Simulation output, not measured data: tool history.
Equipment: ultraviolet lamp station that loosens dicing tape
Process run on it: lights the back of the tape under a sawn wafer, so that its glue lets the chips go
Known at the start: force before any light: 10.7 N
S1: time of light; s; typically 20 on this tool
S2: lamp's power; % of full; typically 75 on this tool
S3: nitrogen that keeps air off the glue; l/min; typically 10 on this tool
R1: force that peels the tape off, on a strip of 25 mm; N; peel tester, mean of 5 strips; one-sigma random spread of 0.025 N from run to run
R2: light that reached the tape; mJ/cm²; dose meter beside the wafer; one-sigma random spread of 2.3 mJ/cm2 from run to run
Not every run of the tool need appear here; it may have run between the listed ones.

Run 1, day 0: usual settings. Result: R1 1.664 N, R2 204 mJ/cm².
Run 2, day 1.292: usual settings but S1 12 s. Result: R1 3.533 N, R2 122 mJ/cm².
Run 3, day 2.742: usual settings but S1 12 s. Result: R1 3.545 N, R2 124 mJ/cm².
Run 4, day 4.404: usual settings but S1 12 s. Result: R1 3.481 N, R2 122 mJ/cm².
Run 5, day 6.317: usual settings but S1 12 s. Result: R1 3.64 N, R2 117 mJ/cm².
Run 6, day 8.417: usual settings but S1 12 s. Result: R1 3.569 N, R2 119 mJ/cm².
Run 7, day 10.467: usual settings but S1 12 s. Result: R1 3.009 N, R2 133 mJ/cm².
Run 8, day 11.412: usual settings but S1 19 s. Result: R1 1.621 N, R2 214 mJ/cm².
Run 9, day 13.142: usual settings but S1 19 s, S3 11 l/min. Result: R1 1.487 N, R2 212 mJ/cm².
Run 10, day 14.583: usual settings but S1 19 s, S3 11 l/min. Result: R1 1.558 N, R2 211 mJ/cm².
Run 11, day 16.367: usual settings but S1 19 s, S3 11 l/min. Result: R1 1.549 N, R2 207 mJ/cm².
Run 12, day 18: usual settings but S2 80 % of full. Result: R1 1.365 N, R2 229 mJ/cm².
Run 13, day 20.058: usual settings. Result: R1 1.557 N, R2 216 mJ/cm².
Run 14, day 22.046: usual settings. Result: R1 1.564 N, R2 213 mJ/cm².
Run 15, day 24.071: usual settings. Result: R1 1.715 N, R2 208 mJ/cm².
Run 16, day 25.329: usual settings. Result: R1 1.651 N, R2 211 mJ/cm².
Run 17, day 26.542: usual settings. Result: R1 1.65 N, R2 203 mJ/cm².
Run 18, day 28.212: usual settings. Result: R1 1.667 N, R2 205 mJ/cm².
Run 19, day 30.217: usual settings but S2 68 % of full. Result: R1 2.052 N, R2 182 mJ/cm².
Run 20, day 31.746: usual settings but S2 68 % of full. Result: R1 2.043 N, R2 177 mJ/cm².
Run 21, day 32.983: usual settings. Result: R1 1.783 N, R2 197 mJ/cm².
Run 22, day 34.721: usual settings. Result: R1 1.818 N, R2 195 mJ/cm².
Run 23, day 36.592: usual settings. Result: R1 1.894 N, R2 195 mJ/cm².
Run 24, day 37.979: usual settings but S1 10 s, S3 19 l/min. Result: R1 3.703 N, R2 96 mJ/cm².
Run 25, day 39.892: usual settings but S1 24 s, S3 5 l/min. Result: R1 2.072 N, R2 229 mJ/cm².
Run 26, day 40.929: usual settings but S1 21 s, S2 65 % of full, S3 5 l/min. Result: R1 2.93 N, R2 169 mJ/cm².
Run 27, day 41.954: usual settings but S1 12 s, S2 63 % of full, S3 5 l/min. Result: R1 5.284 N, R2 92 mJ/cm².
Run 28, day 43.538: usual settings but S1 16 s, S2 63 % of full, S3 5 l/min. Result: R1 4.333 N, R2 121 mJ/cm².
Run 29, day 45.583: usual settings but S2 73 % of full, S3 6 l/min. Result: R1 2.711 N, R2 181 mJ/cm².
Run 30, day 47.508: usual settings but S1 24 s, S2 70 % of full, S3 18 l/min. Result: R1 1.253 N, R2 199 mJ/cm².
Run 31, day 49.388: usual settings but S1 24 s, S2 70 % of full, S3 18 l/min. Result: R1 1.32 N, R2 197 mJ/cm².
Run 32, day 51.442: usual settings but S1 24 s, S2 70 % of full, S3 3 l/min. Result: R1 2.661 N, R2 230 mJ/cm².
Run 33, day 53.067: usual settings but S1 24 s, S2 70 % of full, S3 3 l/min. Result: R1 2.627 N, R2 226 mJ/cm².
Run 34, day 54.279: usual settings but S1 21 s, S2 90 % of full, S3 15 l/min. Result: R1 0.863 N, R2 254 mJ/cm².
Run 35, day 56: usual settings but S1 21 s, S2 90 % of full, S3 15 l/min. Result: R1 0.878 N, R2 247 mJ/cm².
Run 36, day 57.483: usual settings but S1 24 s, S3 5 l/min. Result: R1 1.844 N, R2 236 mJ/cm².
Run 37, day 59.067: usual settings but S1 13 s, S3 11 l/min. Result: R1 3.238 N, R2 130 mJ/cm².
Run 38, day 60.379: usual settings but S1 13 s, S3 11 l/min. Result: R1 3.33 N, R2 125 mJ/cm².
Run 39, day 62.562: usual settings but S1 13 s, S3 11 l/min. Result: R1 3.232 N, R2 127 mJ/cm².
Run 40, day 64.35: usual settings but S3 9 l/min. Result: R1 2.005 N, R2 192 mJ/cm².
Run 41, day 66.046: usual settings but S2 66 % of full, S3 9 l/min. Result: R1 2.501 N, R2 164 mJ/cm².
Run 42, day 68.092: usual settings but S1 15 s, S2 89 % of full, S3 9 l/min. Result: R1 2.395 N, R2 164 mJ/cm².
Run 43, day 69.333: usual settings but S1 17 s, S2 89 % of full, S3 9 l/min. Result: R1 2.165 N, R2 185 mJ/cm².
Run 44, day 70.683: usual settings but S1 17 s, S2 89 % of full, S3 9 l/min. Result: R1 2.04 N, R2 188 mJ/cm².

Put back what was entered between runs (2 entries, withheld): which listed runs does each sit between, and how does the hidden state differ from the listed run before to the listed run after?
In the gap between runs 6 and 7: window cleaned of glue's vapour (day 10.254)
  lamp's light, % of a new lamp's: 94.8 -> 94.4; light that the window lets through, % of a clean one's: 85.9 -> 99.3
  measured minus no-state result, R1: +0.763 -> +0.232 N; R2: -26 -> -9 mJ/cm²
In the gap between runs 31 and 32: window cleaned of glue's vapour (day 51.112)
  lamp's light, % of a new lamp's: 86.7 -> 86.3; light that the window lets through, % of a clean one's: 86.2 -> 99.5
  measured minus no-state result, R1: +0.646 -> +0.548 N; R2: -67 -> -38 mJ/cm²
